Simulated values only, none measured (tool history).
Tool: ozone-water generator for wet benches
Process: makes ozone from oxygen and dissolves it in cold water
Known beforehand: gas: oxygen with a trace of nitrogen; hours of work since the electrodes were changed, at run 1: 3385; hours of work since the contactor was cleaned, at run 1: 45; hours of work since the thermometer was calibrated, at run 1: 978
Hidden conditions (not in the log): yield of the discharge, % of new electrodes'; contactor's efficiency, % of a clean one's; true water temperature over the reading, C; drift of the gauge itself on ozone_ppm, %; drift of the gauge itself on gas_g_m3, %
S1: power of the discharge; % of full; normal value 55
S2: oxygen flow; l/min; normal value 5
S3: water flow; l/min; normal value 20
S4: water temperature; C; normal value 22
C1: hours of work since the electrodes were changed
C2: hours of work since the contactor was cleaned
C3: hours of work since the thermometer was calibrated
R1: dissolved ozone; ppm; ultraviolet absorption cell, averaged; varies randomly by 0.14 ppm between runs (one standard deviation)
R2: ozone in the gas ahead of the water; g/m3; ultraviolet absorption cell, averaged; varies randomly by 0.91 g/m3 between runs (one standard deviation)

run 1 hour=0 | S1=55 S2=5 S3=20 S4=22 | C1=3385 C2=45 C3=978 | R1=16.5 R2=150.2
run 2 hour=113.2 | S1=55 S2=5 S3=20 S4=22 | C1=3463 C2=123 C3=1056 | R1=16.5 R2=151.2
run 3 hour=270.7 | S1=55 S2=5 S3=20 S4=22 | C1=3571 C2=231 C3=1164 | R1=16.5 R2=152.7
run 4 hour=436.2 | S1=55 S2=5 S3=20 S4=22 | C1=3684 C2=345 C3=1278 | R1=16.2 R2=153.6
run 5 hour=620.8 | S1=55 S2=5 S3=20 S4=26 | C1=3811 C2=471 C3=1404 | R1=15.5 R2=152.3
run 6 hour=742.1 | S1=55 S2=5 S3=20 S4=26 | C1=3895 C2=555 C3=1488 | R1=15.7 R2=152.4
run 7 hour=839.6 | S1=55 S2=5 S3=20 S4=26 | C1=3961 C2=621 C3=1555 | R1=15.4 R2=153.2
run 8 hour=931.1 | S1=55 S2=5 S3=20 S4=26 | C1=4024 C2=684 C3=1617 | R1=15.4 R2=151.5
run 9 hour=1111.7 | S1=55 S2=5 S3=20 S4=26 | C1=4148 C2=808 C3=1741 | R1=15.5 R2=150.1
run 10 hour=1303.7 | S1=55 S2=5 S3=20 S4=26 | C1=4280 C2=940 C3=1873 | R1=15.4 R2=152.3
run 11 hour=1448.2 | S1=55 S2=5 S3=20 S4=26 | C1=4379 C2=1039 C3=1972 | R1=15.5 R2=151.4
run 12 hour=1582.1 | S1=55 S2=5 S3=20 S4=26 | C1=4471 C2=1131 C3=2064 | R1=15.3 R2=149.5
run 13 hour=1757.2 | S1=55 S2=5 S3=20 S4=26 | C1=4592 C2=1252 C3=2185 | R1=15.3 R2=150.8
run 14 hour=1850.9 | S1=55 S2=5 S3=31 S4=22 | C1=4656 C2=1316 C3=2249 | R1=12 R2=151.9
run 15 hour=1941.1 | S1=80 S2=5 S3=20 S4=22 | C1=4718 C2=1378 C3=2311 | R1=20.7 R2=188
run 16 hour=2126 | S1=80 S2=5 S3=20 S4=22 | C1=4845 C2=1505 C3=2438 | R1=20.4 R2=187
run 17 hour=2263 | S1=80 S2=5 S3=20 S4=22 | C1=4939 C2=1599 C3=2532 | R1=20.4 R2=187.2
run 18 hour=2465.4 | S1=63 S2=4.94 S3=21 S4=28 | C1=5078 C2=1738 C3=2671 | R1=15.9 R2=162.1
run 19 hour=2662.3 | S1=59 S2=3.85 S3=13 S4=28 | C1=5213 C2=1873 C3=2806 | R1=20.5 R2=179.3
run 20 hour=2856.6 | S1=100 S2=3.2 S3=20 S4=18 | C1=5346 C2=2006 C3=2939 | R1=24 R2=270.3

Predict the results of run 21:
run 21 hour=2950.1 | S1=55 S2=5 S3=31 S4=22 | C1=5411 C2=2071 C3=3004 | R1=? R2=?

Run 21 gave R1 11.9 ppm, R2 148.3 g/m3.
On a tool with no hidden condition, and with the same random variation, this run would have come out at R1 11.9 ppm, R2 151.3 g/m3.
